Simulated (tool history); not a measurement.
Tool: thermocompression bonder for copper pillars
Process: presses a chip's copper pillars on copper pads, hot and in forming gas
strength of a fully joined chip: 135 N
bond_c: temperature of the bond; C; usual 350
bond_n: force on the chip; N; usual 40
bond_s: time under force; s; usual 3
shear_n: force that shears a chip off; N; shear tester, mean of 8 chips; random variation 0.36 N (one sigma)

run	hour	bond_c	bond_n	bond_s	shear_n
1	0	350	40	3	50.7
2	77.1	350	40	2	42.7
# hour 139.4: forming gas filter changed
3	143.1	350	40	2	44.8
4	189.1	350	40	3	52.7
5	237.6	350	40	3	51.2
6	289.8	350	40	3	50.3
# hour 328.8: forming gas filter changed
7	364.2	349	40	3	51.8
8	441.3	349	25	3	38
# hour 516.7: forming gas filter changed
9	516.7	349	25	3	40.6
10	568.8	350	46	5	68.4
11	646.7	357	40	3	54.6
12	691.1	334	40	2	38

Forecast run 13:
# hour 708.2: forming gas filter changed
13	767.1	334	40	2	?

{"run 13": {"shear_n": 39.9}}
Without the tool's hidden state the same run would have given shear_n 35.9 N.
